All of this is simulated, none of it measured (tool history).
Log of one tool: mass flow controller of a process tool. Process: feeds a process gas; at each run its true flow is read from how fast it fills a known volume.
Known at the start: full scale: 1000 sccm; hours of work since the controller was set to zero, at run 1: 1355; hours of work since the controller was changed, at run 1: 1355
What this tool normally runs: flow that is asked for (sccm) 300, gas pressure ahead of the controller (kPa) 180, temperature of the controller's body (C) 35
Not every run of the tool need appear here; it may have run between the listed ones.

run	hour	flow that is asked for (sccm)	gas pressure ahead of the controller (kPa)	temperature of the controller's body (C)	hours of work since the controller was set to zero	hours of work since the controller was changed	true flow (%)
1	0.0	300	180	35	1355	1355	97.17
2	215.6	300	180	35	1432	1432	97.30
3	366.0	300	180	35	1486	1486	97.18
4	579.6	300	180	20	1563	1563	97.74
5	804.7	300	180	35	1644	1644	97.10
6	921.2	300	180	35	1685	1685	97.22
7	1057.7	300	180	35	1734	1734	97.14
8	1186.5	300	180	35	1780	1780	97.11
9	1415.0	300	180	35	1862	1862	97.17
10	1552.8	300	180	35	1912	1912	97.05
11	1667.2	300	178	22	1953	1953	97.52
12	1796.5	300	178	22	1999	1999	97.64
13	1983.0	638	178	38	2066	2066	98.51
14	2103.4	638	178	24	2109	2109	99.09
15	2278.5	104	153	34	2172	2172	94.69
16	2478.0	575	257	35	2243	2243	97.91
17	2675.8	738	202	26	2314	2314	99.23
18	2864.2	738	202	26	2382	2382	99.17
19	3008.6	738	202	26	2433	2433	99.20

Consider 3 possible next runs. They are alternatives, not a sequence: every one starts from the tool as it was left by run 19. What does each give?
A	3255.4	738	152	26	2522	2522	?
B	3255.4	738	202	32	2522	2522	?
C	3255.4	300	146	35	2522	2522	?

run	true flow (%)
A	99.65
B	98.95
C	97.22
With the hidden condition removed and each run's random variation left untouched, the same runs would have given:
run	true flow (%)
A	99.58
B	98.87
C	97.86
